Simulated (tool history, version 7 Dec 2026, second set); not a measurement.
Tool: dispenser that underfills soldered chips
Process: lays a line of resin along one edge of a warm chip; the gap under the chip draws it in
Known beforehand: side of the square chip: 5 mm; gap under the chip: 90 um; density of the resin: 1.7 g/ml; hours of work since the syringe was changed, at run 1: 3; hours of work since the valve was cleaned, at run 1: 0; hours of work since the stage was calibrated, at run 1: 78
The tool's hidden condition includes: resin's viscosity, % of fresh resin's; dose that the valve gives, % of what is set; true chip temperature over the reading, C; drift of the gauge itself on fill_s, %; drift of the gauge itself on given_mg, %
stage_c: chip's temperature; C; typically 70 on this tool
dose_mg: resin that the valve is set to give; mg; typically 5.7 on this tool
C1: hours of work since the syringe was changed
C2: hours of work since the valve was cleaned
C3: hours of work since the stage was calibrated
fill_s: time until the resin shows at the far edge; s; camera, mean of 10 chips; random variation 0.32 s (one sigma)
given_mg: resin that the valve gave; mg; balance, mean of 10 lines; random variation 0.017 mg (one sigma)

Run 1, day 0: usual settings; C1 3; C2 0; C3 78. Result: fill_s 16 s, given_mg 5.69 mg.
At day 0.229: new syringe of resin.
Run 2, day 0.3: usual settings but dose_mg 5.73 mg; C1 1; C2 5; C3 83. Result: fill_s 13.7 s, given_mg 5.72 mg.
Run 3, day 0.512: usual settings but dose_mg 5.73 mg; C1 5; C2 8; C3 86. Result: fill_s 19.4 s, given_mg 5.7 mg.
At day 0.621: new syringe of resin.
Run 4, day 0.671: usual settings but dose_mg 5.73 mg; C1 1; C2 10; C3 89. Result: fill_s 13.5 s, given_mg 5.71 mg.
Run 5, day 0.817: usual settings; C1 3; C2 13; C3 91. Result: fill_s 17 s, given_mg 5.67 mg.
At day 1.017: new syringe of resin.
Run 6, day 1.192: usual settings; C1 3; C2 19; C3 97. Result: fill_s 16.3 s, given_mg 5.65 mg.
At day 1.392: new syringe of resin.
Run 7, day 1.429: usual settings but stage_c 62 C; C1 1; C2 22; C3 101. Result: fill_s 20 s, given_mg 5.65 mg.
Run 8, day 1.7: usual settings but stage_c 62 C; C1 5; C2 27; C3 105. Result: fill_s 29.9 s, given_mg 5.63 mg.
At day 1.779: new syringe of resin.
Run 9, day 2.004: usual settings but stage_c 62 C; C1 4; C2 31; C3 110. Result: fill_s 26.2 s, given_mg 5.61 mg.
At day 2.15: new syringe of resin.
Run 10, day 2.375: usual settings but stage_c 58 C; C1 4; C2 37; C3 115. Result: fill_s 33.1 s, given_mg 5.59 mg.
At day 2.529: new syringe of resin.
Run 11, day 2.642: usual settings but dose_mg 6.74 mg; C1 2; C2 41; C3 119. Result: fill_s 15 s, given_mg 6.57 mg.
Run 12, day 2.812: usual settings but stage_c 83 C, dose_mg 4.87 mg; C1 5; C2 44; C3 122. Result: fill_s 11.2 s, given_mg 4.77 mg.
At day 2.908: new syringe of resin.
At day 3.067: dispensing valve cleaned and set on the balance.
Run 13, day 3.075: usual settings but stage_c 69 C, dose_mg 4.85 mg; C1 2; C2 0; C3 126. Result: fill_s 17.1 s, given_mg 4.88 mg.
Run 14, day 3.233: usual settings but stage_c 69 C, dose_mg 4.85 mg; C1 5; C2 3; C3 128. Result: fill_s 20.7 s, given_mg 4.86 mg.
At day 3.329: new syringe of resin.
Run 15, day 3.446: usual settings but dose_mg 7.21 mg; C1 2; C2 6; C3 131. Result: fill_s 14.5 s, given_mg 7.23 mg.
Run 16, day 3.638: usual settings but stage_c 60 C, dose_mg 4.97 mg; C1 5; C2 9; C3 134. Result: fill_s 34.7 s, given_mg 4.94 mg.
At day 3.712: new syringe of resin.
Run 17, day 3.938: usual settings but stage_c 84 C; C1 4; C2 14; C3 139. Result: fill_s 8.9 s, given_mg 5.67 mg.
At day 4.088: new syringe of resin.
Run 18, day 4.217: usual settings but stage_c 56 C, dose_mg 6.07 mg; C1 2; C2 18; C3 143. Result: fill_s 32.2 s, given_mg 6 mg.
At day 4.467: new syringe of resin.
Run 19, day 4.5: usual settings but stage_c 77 C, dose_mg 6 mg; C1 1; C2 22; C3 148. Result: fill_s 8.7 s, given_mg 5.93 mg.
Run 20, day 4.662: usual settings but stage_c 80 C, dose_mg 5.49 mg; C1 3; C2 25; C3 150. Result: fill_s 10.4 s, given_mg 5.42 mg.
At day 4.846: new syringe of resin.
Run 21, day 4.962: usual settings but stage_c 80 C, dose_mg 5.49 mg; C1 2; C2 30; C3 155. Result: fill_s 9.2 s, given_mg 5.4 mg.
Run 22, day 5.108: usual settings but stage_c 73 C, dose_mg 7.22 mg; C1 4; C2 32; C3 157. Result: fill_s 15.9 s, given_mg 7.05 mg.

Branching from run 22: 3 alternative next runs. What would each branch give?
At day 5.229: new syringe of resin.
Run A, day 5.429: usual settings but stage_c 55 C, dose_mg 6.35 mg; C1 3; C2 37; C3 162. Result: fill_s ?, given_mg ?.
At day 5.229: new syringe of resin.
Run B, day 5.429: usual settings but stage_c 76 C, dose_mg 5.69 mg; C1 3; C2 37; C3 162. Result: fill_s ?, given_mg ?.
At day 5.229: new syringe of resin.
Run C, day 5.429: usual settings but stage_c 62 C, dose_mg 5.82 mg; C1 3; C2 37; C3 162. Result: fill_s ?, given_mg ?.

run  fill_s  given_mg
  A    37.5      6.22
  B    13.1      5.57
  C    26.4      5.69
With no hidden state in the tool, these same runs would have given:
run  fill_s  given_mg
  A    26.8      6.35
  B     9.5      5.69
  C    19.2      5.81
